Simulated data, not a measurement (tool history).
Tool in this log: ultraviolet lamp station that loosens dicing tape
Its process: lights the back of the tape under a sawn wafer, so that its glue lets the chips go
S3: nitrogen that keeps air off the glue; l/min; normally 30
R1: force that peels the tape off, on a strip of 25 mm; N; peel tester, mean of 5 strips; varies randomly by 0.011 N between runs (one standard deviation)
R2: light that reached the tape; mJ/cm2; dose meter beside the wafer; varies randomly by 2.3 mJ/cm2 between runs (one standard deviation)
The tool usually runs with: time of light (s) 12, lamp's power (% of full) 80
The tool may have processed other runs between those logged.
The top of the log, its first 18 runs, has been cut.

run 19 hour=128.0 | time_of_light_(s)=12 lamp's_power_(%_of_full)=80 S3=35 | R1=0.462 R2=213
run 20 hour=133.3 | time_of_light_(s)=12 lamp's_power_(%_of_full)=80 S3=35 | R1=0.476 R2=213
run 21 hour=140.8 | time_of_light_(s)=6 lamp's_power_(%_of_full)=79 S3=35 | R1=1.440 R2=107
run 22 hour=147.9 | time_of_light_(s)=15 lamp's_power_(%_of_full)=77 S3=25 | R1=0.395 R2=255
run 23 hour=152.4 | time_of_light_(s)=15 lamp's_power_(%_of_full)=87 S3=18 | R1=0.369 R2=289
run 24 hour=159.5 | time_of_light_(s)=22 lamp's_power_(%_of_full)=73 S3=20 | R1=0.250 R2=355
run 25 hour=168.7 | time_of_light_(s)=8 lamp's_power_(%_of_full)=79 S3=9 | R1=1.601 R2=140
run 26 hour=177.4 | time_of_light_(s)=8 lamp's_power_(%_of_full)=66 S3=36 | R1=1.253 R2=117
run 27 hour=183.1 | time_of_light_(s)=10 lamp's_power_(%_of_full)=69 S3=17 | R1=1.113 R2=154
run 28 hour=193.1 | time_of_light_(s)=12 lamp's_power_(%_of_full)=71 S3=57 | R1=0.513 R2=189
run 29 hour=203.5 | time_of_light_(s)=12 lamp's_power_(%_of_full)=71 S3=19 | R1=0.772 R2=189
run 30 hour=213.2 | time_of_light_(s)=12 lamp's_power_(%_of_full)=90 S3=19 | R1=0.522 R2=237
run 31 hour=222.9 | time_of_light_(s)=12 lamp's_power_(%_of_full)=70 S3=18 | R1=0.826 R2=184
run 32 hour=227.3 | time_of_light_(s)=12 lamp's_power_(%_of_full)=80 S3=28 | R1=0.538 R2=208
run 33 hour=234.5 | time_of_light_(s)=12 lamp's_power_(%_of_full)=96 S3=30 | R1=0.371 R2=253
run 34 hour=241.7 | time_of_light_(s)=12 lamp's_power_(%_of_full)=96 S3=30 | R1=0.390 R2=257
run 35 hour=250.9 | time_of_light_(s)=12 lamp's_power_(%_of_full)=96 S3=30 | R1=0.376 R2=255
run 36 hour=258.9 | time_of_light_(s)=15 lamp's_power_(%_of_full)=93 S3=30 | R1=0.264 R2=307
run 37 hour=266.4 | time_of_light_(s)=10 lamp's_power_(%_of_full)=80 S3=31 | R1=0.717 R2=176
run 38 hour=273.7 | time_of_light_(s)=14 lamp's_power_(%_of_full)=78 S3=30 | R1=0.416 R2=241
run 39 hour=281.6 | time_of_light_(s)=16 lamp's_power_(%_of_full)=80 S3=54 | R1=0.272 R2=281
run 40 hour=286.4 | time_of_light_(s)=16 lamp's_power_(%_of_full)=80 S3=54 | R1=0.252 R2=286

Below are 5 alternative next runs, each starting from the tool's condition after run 40. Predict each:
run A hour=291.7 | time_of_light_(s)=13 lamp's_power_(%_of_full)=80 S3=30 | R1=? R2=?
run B hour=291.7 | time_of_light_(s)=16 lamp's_power_(%_of_full)=60 S3=54 | R1=? R2=?
run C hour=291.7 | time_of_light_(s)=16 lamp's_power_(%_of_full)=93 S3=30 | R1=? R2=?
run D hour=291.7 | time_of_light_(s)=10 lamp's_power_(%_of_full)=80 S3=13 | R1=? R2=?
run E hour=291.7 | time_of_light_(s)=14 lamp's_power_(%_of_full)=89 S3=55 | R1=? R2=?

run=A R1=0.440 R2=227
run=B R1=0.411 R2=217
run=C R1=0.241 R2=326
run=D R1=1.019 R2=176
run=E R1=0.271 R2=276
What these runs would have given with no unlogged condition in the tool:
run=A R1=0.438 R2=228
run=B R1=0.409 R2=218
run=C R1=0.240 R2=327
run=D R1=1.016 R2=176
run=E R1=0.270 R2=276
